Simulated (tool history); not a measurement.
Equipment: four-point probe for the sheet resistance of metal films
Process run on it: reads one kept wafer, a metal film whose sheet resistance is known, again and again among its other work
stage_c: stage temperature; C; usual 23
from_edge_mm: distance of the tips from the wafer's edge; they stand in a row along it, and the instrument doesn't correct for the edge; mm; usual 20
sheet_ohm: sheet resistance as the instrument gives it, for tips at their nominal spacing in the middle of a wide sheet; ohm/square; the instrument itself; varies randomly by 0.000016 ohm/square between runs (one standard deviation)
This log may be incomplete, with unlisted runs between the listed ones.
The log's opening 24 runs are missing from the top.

run   hour  stage_c  from_edge_mm  sheet_ohm
 25  532.6       20            20   0.079043
 26  564.8       29             4   0.080666
 27  594.3       29             4   0.080669
 28  620.9       18             5   0.079547
 29  635.9       18            14   0.078943
 30  664.4       24            46   0.079270
 31  681.3       24            46   0.079244
 32  701.1       28             4   0.080578
     703.7  -- stage's thermometer calibrated
 33  716.0       20            31   0.079012
 34  741.3       20            31   0.079055
 35  761.7       25             5   0.080010
 36  785.1       19            12   0.079038
 37  811.2       24            58   0.079276
 38  845.0       23             4   0.080276
 39  864.3       23             4   0.080266
 40  886.8       32             5   0.080459
 41  916.9       29            19   0.079652
 42  931.2       29            19   0.079650
 43  959.4       29            19   0.079611
 44  983.2       30            19   0.079726

Alternative continuations, all from the tool just after run 44; predict every row:
  A  1005.0       23             6          ?
  B  1005.0       30             8          ?
  C  1005.0       31            50          ?
  D  1005.0       23            19          ?

run  sheet_ohm
  A   0.079646
  B   0.079921
  C   0.079734
  D   0.079237
Had the tool no hidden state, the same runs would have come out as:
run  sheet_ohm
  A   0.079651
  B   0.079926
  C   0.079739
  D   0.079242
